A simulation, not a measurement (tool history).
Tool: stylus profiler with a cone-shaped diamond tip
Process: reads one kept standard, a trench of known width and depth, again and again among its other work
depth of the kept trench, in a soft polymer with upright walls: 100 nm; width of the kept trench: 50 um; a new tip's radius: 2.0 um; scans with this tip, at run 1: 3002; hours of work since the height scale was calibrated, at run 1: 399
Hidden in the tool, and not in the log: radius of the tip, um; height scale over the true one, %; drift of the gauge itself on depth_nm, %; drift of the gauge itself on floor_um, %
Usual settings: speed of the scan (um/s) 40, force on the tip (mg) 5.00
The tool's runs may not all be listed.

run,day,speed of the scan (um/s),force on the tip (mg),scans with this tip,hours of work since the height scale was calibrated,depth of the trench (Å),width of the trench's floor (um)
1,0.000,40,5.00,3002,399,1017.5,48.55
2,3.350,40,10.77,3429,456,1026.7,48.51
3,6.362,37,5.00,3814,507,1017.6,48.45
4,9.279,37,5.00,4186,557,1017.0,48.47
5,12.254,40,5.00,4565,607,1016.8,48.50
6,14.750,40,5.00,4884,650,1017.9,48.52
7,17.988,40,5.00,5297,705,1016.9,48.46
8,20.133,40,5.05,5570,741,1018.1,48.44
9,21.938,40,5.05,5801,772,1018.3,48.48
10,24.958,14,5.00,6186,823,1017.8,48.57
11,27.596,14,5.00,6523,868,1017.8,48.52
12,31.533,14,5.00,7025,934,1017.5,48.51
13,35.533,14,5.00,7536,1002,1019.3,48.52
14,38.742,40,5.00,7945,1057,1018.6,48.39
15,40.475,40,5.00,8166,1086,1019.1,48.37
16,42.217,40,5.00,8388,1116,1019.0,48.35
17,45.988,40,5.00,8869,1180,1019.2,48.38
18,48.804,12,5.00,9228,1228,1018.8,48.45

Forecast run 19:
19,52.571,12,5.00,9709,1291,?,?

depth of the trench (Å): 1020.2
width of the trench's floor (um): 48.50
Without the tool's hidden state the same run would have given depth of the trench (Å) 1016.1, width of the trench's floor (um) 48.73.
